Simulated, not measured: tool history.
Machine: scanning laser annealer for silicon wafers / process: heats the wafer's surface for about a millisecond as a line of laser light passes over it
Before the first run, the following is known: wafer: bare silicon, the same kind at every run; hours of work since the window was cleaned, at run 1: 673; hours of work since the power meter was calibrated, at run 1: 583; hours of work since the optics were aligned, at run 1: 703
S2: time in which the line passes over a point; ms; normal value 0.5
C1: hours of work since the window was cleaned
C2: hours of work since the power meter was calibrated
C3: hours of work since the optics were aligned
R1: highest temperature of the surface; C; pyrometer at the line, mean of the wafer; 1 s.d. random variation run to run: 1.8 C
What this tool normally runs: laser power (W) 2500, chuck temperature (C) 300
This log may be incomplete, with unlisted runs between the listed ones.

run 1 hour=0 | laser_power_(W)=2500 S2=0.5 chuck_temperature_(C)=300 | C1=673 C2=583 C3=703 | R1=1054
run 2 hour=36.9 | laser_power_(W)=2500 S2=0.5 chuck_temperature_(C)=300 | C1=698 C2=608 C3=728 | R1=1054
run 3 hour=61.1 | laser_power_(W)=2500 S2=0.5 chuck_temperature_(C)=300 | C1=714 C2=625 C3=745 | R1=1054
run 4 hour=98.8 | laser_power_(W)=2500 S2=0.518 chuck_temperature_(C)=300 | C1=740 C2=650 C3=770 | R1=1068
run 5 hour=140.1 | laser_power_(W)=2500 S2=0.518 chuck_temperature_(C)=300 | C1=768 C2=678 C3=798 | R1=1067
run 6 hour=163.9 | laser_power_(W)=2500 S2=0.518 chuck_temperature_(C)=300 | C1=784 C2=694 C3=814 | R1=1067
run 7 hour=185.7 | laser_power_(W)=2500 S2=0.518 chuck_temperature_(C)=300 | C1=799 C2=709 C3=829 | R1=1066
run 8 hour=229.7 | laser_power_(W)=2500 S2=0.518 chuck_temperature_(C)=300 | C1=828 C2=739 C3=859 | R1=1069
-- hour=257.9 window over the wafer cleaned
run 9 hour=260.1 | laser_power_(W)=2500 S2=0.518 chuck_temperature_(C)=300 | C1=1 C2=758 C3=878 | R1=1066
run 10 hour=288.3 | laser_power_(W)=2273 S2=0.49 chuck_temperature_(C)=303 | C1=21 C2=777 C3=897 | R1=963
run 11 hour=328.3 | laser_power_(W)=2273 S2=0.49 chuck_temperature_(C)=303 | C1=48 C2=804 C3=924 | R1=962

What if the next run were any one of these 4? Each begins from the tool's condition after run 11:
run A hour=369.4 | laser_power_(W)=2273 S2=0.483 chuck_temperature_(C)=290 | C1=76 C2=832 C3=952 | R1=?
run B hour=369.4 | laser_power_(W)=2500 S2=0.498 chuck_temperature_(C)=300 | C1=76 C2=832 C3=952 | R1=?
run C hour=369.4 | laser_power_(W)=2511 S2=0.49 chuck_temperature_(C)=303 | C1=76 C2=832 C3=952 | R1=?
run D hour=369.4 | laser_power_(W)=2500 S2=0.568 chuck_temperature_(C)=300 | C1=76 C2=832 C3=952 | R1=?

run=A R1=948
run=B R1=1054
run=C R1=1055
run=D R1=1095
With no hidden state in the tool, these same runs would have given:
run=A R1=948
run=B R1=1055
run=C R1=1056
run=D R1=1095
